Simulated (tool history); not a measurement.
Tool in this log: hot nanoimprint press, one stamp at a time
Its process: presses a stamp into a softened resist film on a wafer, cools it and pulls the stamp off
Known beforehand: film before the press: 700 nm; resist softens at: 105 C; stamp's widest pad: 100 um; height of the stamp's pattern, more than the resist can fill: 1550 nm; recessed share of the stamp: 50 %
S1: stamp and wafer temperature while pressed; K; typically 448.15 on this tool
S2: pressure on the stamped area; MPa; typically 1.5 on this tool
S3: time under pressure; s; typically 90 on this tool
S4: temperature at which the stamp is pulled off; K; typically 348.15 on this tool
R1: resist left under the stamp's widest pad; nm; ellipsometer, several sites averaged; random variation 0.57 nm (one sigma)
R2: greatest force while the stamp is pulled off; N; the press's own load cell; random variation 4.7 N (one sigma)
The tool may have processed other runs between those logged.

{"run": 1, "hour": 0.0, "S1": 448.15, "S2": 1.5, "S3": 90, "S4": 348.15, "R1": 338.8, "R2": 236}
{"hour": 14.5, "done": "plate thermocouple calibrated"}
{"run": 2, "hour": 22.0, "S1": 448.15, "S2": 1.5, "S3": 90, "S4": 348.15, "R1": 340.1, "R2": 243}
{"run": 3, "hour": 49.4, "S1": 448.15, "S2": 1.5, "S3": 85, "S4": 348.15, "R1": 348.7, "R2": 245}
{"run": 4, "hour": 80.1, "S1": 448.15, "S2": 1.5, "S3": 61, "S4": 348.15, "R1": 389.4, "R2": 259}
{"run": 5, "hour": 112.6, "S1": 448.15, "S2": 1.5, "S3": 90, "S4": 348.15, "R1": 341.5, "R2": 281}
{"hour": 136.3, "done": "plate thermocouple calibrated, once more"}
{"run": 6, "hour": 140.3, "S1": 448.15, "S2": 1.5, "S3": 103, "S4": 348.15, "R1": 315.7, "R2": 287}
{"run": 7, "hour": 179.1, "S1": 448.15, "S2": 1.5, "S3": 103, "S4": 348.15, "R1": 316, "R2": 304}
{"run": 8, "hour": 209.2, "S1": 448.15, "S2": 1.5, "S3": 153, "S4": 348.15, "R1": 273.2, "R2": 321}
{"run": 9, "hour": 232.7, "S1": 450.15, "S2": 1.5, "S3": 54, "S4": 348.15, "R1": 365.1, "R2": 321}
{"run": 10, "hour": 262.0, "S1": 450.15, "S2": 1.5, "S3": 54, "S4": 348.15, "R1": 367.9, "R2": 346}
{"run": 11, "hour": 281.5, "S1": 450.15, "S2": 1.5, "S3": 54, "S4": 348.15, "R1": 367.4, "R2": 359}
{"run": 12, "hour": 314.6, "S1": 448.15, "S2": 1.5, "S3": 123, "S4": 348.15, "R1": 299.6, "R2": 375}
{"run": 13, "hour": 353.3, "S1": 448.15, "S2": 1, "S3": 123, "S4": 348.15, "R1": 361.7, "R2": 409}
{"run": 14, "hour": 371.2, "S1": 448.15, "S2": 1.5, "S3": 154, "S4": 353.15, "R1": 275.6, "R2": 367}
{"run": 15, "hour": 396.4, "S1": 441.15, "S2": 1.5, "S3": 139, "S4": 348.15, "R1": 392.8, "R2": 427}
{"run": 16, "hour": 419.6, "S1": 454.15, "S2": 2.21, "S3": 53, "S4": 348.15, "R1": 264.5, "R2": 428}

Below are 4 alternative next runs, each starting from the tool's condition after run 16. Predict each:
{"run": "A", "hour": 444.0, "S1": 454.15, "S2": 2.21, "S3": 95, "S4": 336.15, "R1": "?", "R2": "?"}
{"run": "B", "hour": 444.0, "S1": 448.15, "S2": 1.5, "S3": 90, "S4": 344.15, "R1": "?", "R2": "?"}
{"run": "C", "hour": 444.0, "S1": 457.15, "S2": 1.38, "S3": 53, "S4": 338.15, "R1": "?", "R2": "?"}
{"run": "D", "hour": 444.0, "S1": 447.15, "S2": 1.46, "S3": 53, "S4": 346.15, "R1": "?", "R2": "?"}

run=A R1=210.2 R2=561
run=B R1=338.3 R2=500
run=C R1=294.9 R2=548
run=D R1=422.3 R2=465
Without the tool's unlogged condition, the same runs would have read:
run=A R1=206.6 R2=290
run=B R1=333.6 R2=257
run=C R1=291 R2=283
run=D R1=417.3 R2=240

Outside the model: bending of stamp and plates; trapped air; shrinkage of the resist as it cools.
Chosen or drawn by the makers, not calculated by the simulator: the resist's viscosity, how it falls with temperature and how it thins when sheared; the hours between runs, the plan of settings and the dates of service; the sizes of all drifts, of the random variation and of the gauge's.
